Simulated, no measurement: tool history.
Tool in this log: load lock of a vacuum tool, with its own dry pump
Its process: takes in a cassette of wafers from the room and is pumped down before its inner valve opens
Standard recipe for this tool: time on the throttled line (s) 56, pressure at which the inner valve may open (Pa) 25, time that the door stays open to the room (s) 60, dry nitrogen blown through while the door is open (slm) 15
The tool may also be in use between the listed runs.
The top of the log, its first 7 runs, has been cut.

| run | day | time on the throttled line (s) | pressure at which the inner valve may open (Pa) | time that the door stays open to the room (s) | dry nitrogen blown through while the door is open (slm) | hours that the pump has run since its overhaul | times that the door has closed on its seal | incoming humidity of the room's air, % | time from the closed door until the inner valve may open (s) | rise of the pressure with all valves shut (Pa/min) |
|---|---|---|---|---|---|---|---|---|---|---|
| 8 | 20.092 | 56 | 25 | 60 | 15 | 7962 | 5100 | 46.6 | 103.1 | 0.065 |
| 9 | 22.412 | 33 | 25 | 60 | 15 | 8018 | 5213 | 44.8 | 87.4 | 0.066 |
| 10 | 26.617 | 33 | 25 | 60 | 15 | 8119 | 5417 | 49.1 | 88 | 0.072 |
| 11 | 29.712 | 33 | 25 | 60 | 15 | 8193 | 5567 | 48.2 | 87.6 | 0.075 |
| 12 | 31.9 | 56 | 25 | 60 | 15 | 8245 | 5673 | 46.4 | 102.9 | 0.073 |
| 13 | 35.462 | 56 | 25 | 60 | 4 | 8331 | 5846 | 45.7 | 103.8 | 0.091 |
| 14 | 38.883 | 56 | 25 | 60 | 4 | 8413 | 6011 | 47.2 | 103.5 | 0.095 |
| 15 | 42.858 | 56 | 25 | 60 | 15 | 8508 | 6204 | 42.6 | 103 | 0.072 |
| 16 | 46.592 | 53 | 25 | 60 | 11 | 8598 | 6385 | 45.1 | 101.6 | 0.08 |
| 17 | 49.883 | 53 | 25 | 60 | 11 | 8677 | 6545 | 46.5 | 102.2 | 0.08 |
| 18 | 52.138 | 98 | 22 | 240 | 11 | 8731 | 6654 | 38.6 | 132.6 | 0.133 |
| 19 | 54.846 | 98 | 19 | 240 | 15 | 8796 | 6785 | 41.9 | 134.3 | 0.128 |
| 20 | 58.6 | 52 | 47 | 176 | 15 | 8886 | 6967 | 45.3 | 95.8 | 0.12 |
| 21 | 60.654 | 61 | 32 | 60 | 41 | 8936 | 7067 | 48.4 | 105.7 | 0.06 |
| 22 | 63.346 | 56 | 31 | 123 | 29 | 9000 | 7198 | 44.7 | 102.3 | 0.084 |
| 23 | 65.592 | 56 | 31 | 123 | 6 | 9054 | 7307 | 43.1 | 102.5 | 0.125 |
| 24 | 68.375 | 56 | 30 | 137 | 15 | 9121 | 7441 | 45.3 | 102.4 | 0.109 |
| 25 | 70.279 | 56 | 30 | 48 | 6 | 9167 | 7534 | 47.4 | 102.7 | 0.088 |
| 26 | 74.117 | 56 | 30 | 48 | 6 | 9259 | 7720 | 44.9 | 102.6 | 0.09 |
| 27 | 75.871 | 56 | 25 | 60 | 5 | 9301 | 7805 | 47.2 | 103.9 | 0.104 |
| 28 | 77.954 | 56 | 25 | 60 | 5 | 9351 | 7906 | 45.9 | 104.1 | 0.1 |
| 29 | 80.925 | 56 | 25 | 60 | 5 | 9422 | 8050 | 44.6 | 104.8 | 0.095 |
| 30 | 84.529 | 84 | 35 | 135 | 5 | 9509 | 8225 | 44.5 | 120.5 | 0.142 |

Below are 3 alternative next runs, each starting from the tool's condition after run 30. Predict each:
| A | 87.617 | 52 | 24 | 69 | 5 | 9583 | 8374 | 48.1 | ? | ? |
| B | 87.617 | 56 | 25 | 60 | 4 | 9583 | 8374 | 43.5 | ? | ? |
| C | 87.617 | 84 | 35 | 33 | 20 | 9583 | 8374 | 45.9 | ? | ? |

| run | time from the closed door until the inner valve may open (s) | rise of the pressure with all valves shut (Pa/min) |
|---|---|---|
| A | 102.1 | 0.114 |
| B | 104.4 | 0.098 |
| C | 120.8 | 0.063 |
Had the tool no hidden state, the same runs would have come out as:
| run | time from the closed door until the inner valve may open (s) | rise of the pressure with all valves shut (Pa/min) |
|---|---|---|
| A | 95.2 | 0.076 |
| B | 97.6 | 0.061 |
| C | 115.5 | 0.027 |

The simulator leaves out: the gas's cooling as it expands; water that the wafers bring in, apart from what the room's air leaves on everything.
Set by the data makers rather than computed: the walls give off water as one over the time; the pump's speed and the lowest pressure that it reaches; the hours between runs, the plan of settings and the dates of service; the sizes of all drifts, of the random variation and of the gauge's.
